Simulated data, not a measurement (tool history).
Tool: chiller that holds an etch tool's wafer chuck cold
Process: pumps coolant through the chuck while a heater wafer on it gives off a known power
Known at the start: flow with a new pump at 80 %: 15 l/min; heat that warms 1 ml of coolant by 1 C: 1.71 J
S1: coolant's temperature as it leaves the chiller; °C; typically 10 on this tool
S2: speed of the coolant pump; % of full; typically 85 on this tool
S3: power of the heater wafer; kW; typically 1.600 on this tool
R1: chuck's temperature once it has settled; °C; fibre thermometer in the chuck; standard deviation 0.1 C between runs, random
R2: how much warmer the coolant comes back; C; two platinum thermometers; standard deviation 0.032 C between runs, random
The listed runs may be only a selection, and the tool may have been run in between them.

{"run": 1, "hour": 0.0, "S1": 10, "S2": 85, "S3": 1.6, "R1": 19.9, "R2": 3.53}
{"run": 2, "hour": 79.7, "S1": 10, "S2": 85, "S3": 1.6, "R1": 20.0, "R2": 3.53}
{"run": 3, "hour": 221.1, "S1": 10, "S2": 74, "S3": 1.6, "R1": 21.0, "R2": 4.11}
{"run": 4, "hour": 309.7, "S1": 10, "S2": 74, "S3": 1.6, "R1": 21.0, "R2": 4.06}
{"run": 5, "hour": 458.2, "S1": 10, "S2": 74, "S3": 1.6, "R1": 21.2, "R2": 4.07}
{"run": 6, "hour": 547.2, "S1": 10, "S2": 74, "S3": 1.6, "R1": 21.0, "R2": 4.1}
{"run": 7, "hour": 711.4, "S1": 10, "S2": 85, "S3": 0.881, "R1": 15.5, "R2": 2.03}
{"run": 8, "hour": 854.2, "S1": 10, "S2": 85, "S3": 2.168, "R1": 23.5, "R2": 4.79}
{"run": 9, "hour": 1029.4, "S1": 11, "S2": 85, "S3": 1.6, "R1": 20.9, "R2": 3.63}
{"run": 10, "hour": 1099.9, "S1": 11, "S2": 85, "S3": 1.6, "R1": 20.8, "R2": 3.65}
{"run": 11, "hour": 1189.7, "S1": 10, "S2": 85, "S3": 0.994, "R1": 16.0, "R2": 2.31}
{"run": 12, "hour": 1304.1, "S1": 10, "S2": 94, "S3": 1.6, "R1": 19.1, "R2": 3.24}
{"run": 13, "hour": 1474.3, "S1": 10, "S2": 94, "S3": 1.6, "R1": 19.1, "R2": 3.26}
{"run": 14, "hour": 1563.5, "S1": 13, "S2": 94, "S3": 1.6, "R1": 22.0, "R2": 3.36}
{"run": 15, "hour": 1707.0, "S1": 13, "S2": 94, "S3": 1.6, "R1": 21.9, "R2": 3.41}
{"run": 16, "hour": 1823.0, "S1": 13, "S2": 94, "S3": 1.6, "R1": 22.2, "R2": 3.34}
{"run": 17, "hour": 1932.3, "S1": 13, "S2": 66, "S3": 1.6, "R1": 25.2, "R2": 4.73}
{"run": 18, "hour": 2099.6, "S1": 12, "S2": 66, "S3": 2.396, "R1": 30.5, "R2": 7.12}
{"run": 19, "hour": 2209.1, "S1": 1, "S2": 76, "S3": 2.396, "R1": 17.4, "R2": 6.16}
{"run": 20, "hour": 2291.5, "S1": 1, "S2": 76, "S3": 2.396, "R1": 17.5, "R2": 6.12}
{"run": 21, "hour": 2454.1, "S1": 13, "S2": 76, "S3": 2.396, "R1": 29.4, "R2": 6.14}
{"run": 22, "hour": 2556.4, "S1": 13, "S2": 76, "S3": 2.396, "R1": 29.3, "R2": 6.19}
{"run": 23, "hour": 2645.1, "S1": 3, "S2": 71, "S3": 1.425, "R1": 13.2, "R2": 4.06}
{"run": 24, "hour": 2759.7, "S1": 12, "S2": 69, "S3": 2.039, "R1": 27.4, "R2": 5.82}
{"run": 25, "hour": 2925.4, "S1": 4, "S2": 75, "S3": 1.046, "R1": 11.2, "R2": 2.95}
{"run": 26, "hour": 3067.3, "S1": 0, "S2": 98, "S3": 1.262, "R1": 6.8, "R2": 2.71}
{"run": 27, "hour": 3191.7, "S1": 4, "S2": 61, "S3": 1.262, "R1": 14.1, "R2": 4.27}
{"run": 28, "hour": 3332.9, "S1": 15, "S2": 85, "S3": 1.877, "R1": 26.7, "R2": 4.52}
{"run": 29, "hour": 3463.5, "S1": 15, "S2": 85, "S3": 1.877, "R1": 26.6, "R2": 4.1}
{"run": 30, "hour": 3550.1, "S1": 10, "S2": 69, "S3": 1.906, "R1": 24.3, "R2": 5.24}
{"run": 31, "hour": 3670.1, "S1": 10, "S2": 69, "S3": 1.906, "R1": 24.2, "R2": 5.21}

Not shown here: 2 entries made in the log between runs. Locate each between two listed runs and compare the hidden state at the listed run before it with the hidden state at the listed run after it:
In the gap between runs 23 and 24: chiller's thermometer calibrated (hour 2736.7)
  coolant's true temperature over the reading, C: -0.01 -> 0; drift of the gauge itself on warmer_back_c, C: 0.27 -> 0.28
  measured result minus the result with no hidden state, R2: +0.28 -> +0.28 C
In the gap between runs 28 and 29: gauge calibrated (hour 3345.4)
  drift of the gauge itself on warmer_back_c, C: 0.34 -> 0.01
  measured result minus the result with no hidden state, R2: +0.34 -> +0.01 C
